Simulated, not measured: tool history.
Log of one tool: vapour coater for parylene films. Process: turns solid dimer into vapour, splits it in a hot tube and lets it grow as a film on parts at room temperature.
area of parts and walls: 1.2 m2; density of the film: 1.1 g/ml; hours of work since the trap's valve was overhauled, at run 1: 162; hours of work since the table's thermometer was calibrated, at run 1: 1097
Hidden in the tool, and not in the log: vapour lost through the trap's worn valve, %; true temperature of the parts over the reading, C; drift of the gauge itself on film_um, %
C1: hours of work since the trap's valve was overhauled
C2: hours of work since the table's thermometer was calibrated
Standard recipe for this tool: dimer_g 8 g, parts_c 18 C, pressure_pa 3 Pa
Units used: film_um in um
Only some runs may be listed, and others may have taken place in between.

{"run": 1, "hour": 0.0, "dimer_g": 8, "parts_c": 18, "pressure_pa": 3, "C1": 162, "C2": 1097, "film_um": 4.89}
{"run": 2, "hour": 26.0, "dimer_g": 8, "parts_c": 18, "pressure_pa": 3, "C1": 177, "C2": 1112, "film_um": 4.96}
{"run": 3, "hour": 60.5, "dimer_g": 8, "parts_c": 18, "pressure_pa": 3, "C1": 197, "C2": 1132, "film_um": 5.03}
{"run": 4, "hour": 104.9, "dimer_g": 8, "parts_c": 18, "pressure_pa": 3, "C1": 222, "C2": 1157, "film_um": 5}
{"run": 5, "hour": 138.7, "dimer_g": 8, "parts_c": 18, "pressure_pa": 3, "C1": 241, "C2": 1176, "film_um": 4.96}
{"run": 6, "hour": 187.6, "dimer_g": 8, "parts_c": 18, "pressure_pa": 3, "C1": 269, "C2": 1204, "film_um": 5}
{"run": 7, "hour": 230.9, "dimer_g": 8, "parts_c": 18, "pressure_pa": 3, "C1": 294, "C2": 1229, "film_um": 4.93}
{"run": 8, "hour": 256.3, "dimer_g": 8, "parts_c": 18, "pressure_pa": 3, "C1": 308, "C2": 1243, "film_um": 4.99}
{"run": 9, "hour": 281.5, "dimer_g": 8, "parts_c": 12, "pressure_pa": 4.12, "C1": 322, "C2": 1257, "film_um": 5.74}
{"run": 10, "hour": 310.7, "dimer_g": 4, "parts_c": 18, "pressure_pa": 4.97, "C1": 339, "C2": 1274, "film_um": 2.22}
{"run": 11, "hour": 348.2, "dimer_g": 4, "parts_c": 18, "pressure_pa": 4.97, "C1": 360, "C2": 1295, "film_um": 2.22}
{"run": 12, "hour": 369.5, "dimer_g": 4, "parts_c": 18, "pressure_pa": 4.97, "C1": 372, "C2": 1308, "film_um": 2.24}
{"run": 13, "hour": 392.2, "dimer_g": 4, "parts_c": 12, "pressure_pa": 8.31, "C1": 385, "C2": 1320, "film_um": 2.61}
{"run": 14, "hour": 415.6, "dimer_g": 4, "parts_c": 18, "pressure_pa": 2.65, "C1": 399, "C2": 1334, "film_um": 2.47}
{"run": 15, "hour": 452.5, "dimer_g": 4, "parts_c": 11, "pressure_pa": 3.41, "C1": 420, "C2": 1355, "film_um": 2.87}

Here are 3 independent what-if runs from the current tool condition. What would each one return?
{"run": "A", "hour": 496.0, "dimer_g": 14, "parts_c": 30, "pressure_pa": 9.05, "C1": 444, "C2": 1379, "film_um": "?"}
{"run": "B", "hour": 496.0, "dimer_g": 5, "parts_c": 11, "pressure_pa": 3.41, "C1": 444, "C2": 1379, "film_um": "?"}
{"run": "C", "hour": 496.0, "dimer_g": 10, "parts_c": 19, "pressure_pa": 3, "C1": 444, "C2": 1379, "film_um": "?"}

run=A film_um=4.45
run=B film_um=3.49
run=C film_um=5.89
Without the tool's hidden state the same runs would have given:
run=A film_um=4.54
run=B film_um=3.73
run=C film_um=6.01

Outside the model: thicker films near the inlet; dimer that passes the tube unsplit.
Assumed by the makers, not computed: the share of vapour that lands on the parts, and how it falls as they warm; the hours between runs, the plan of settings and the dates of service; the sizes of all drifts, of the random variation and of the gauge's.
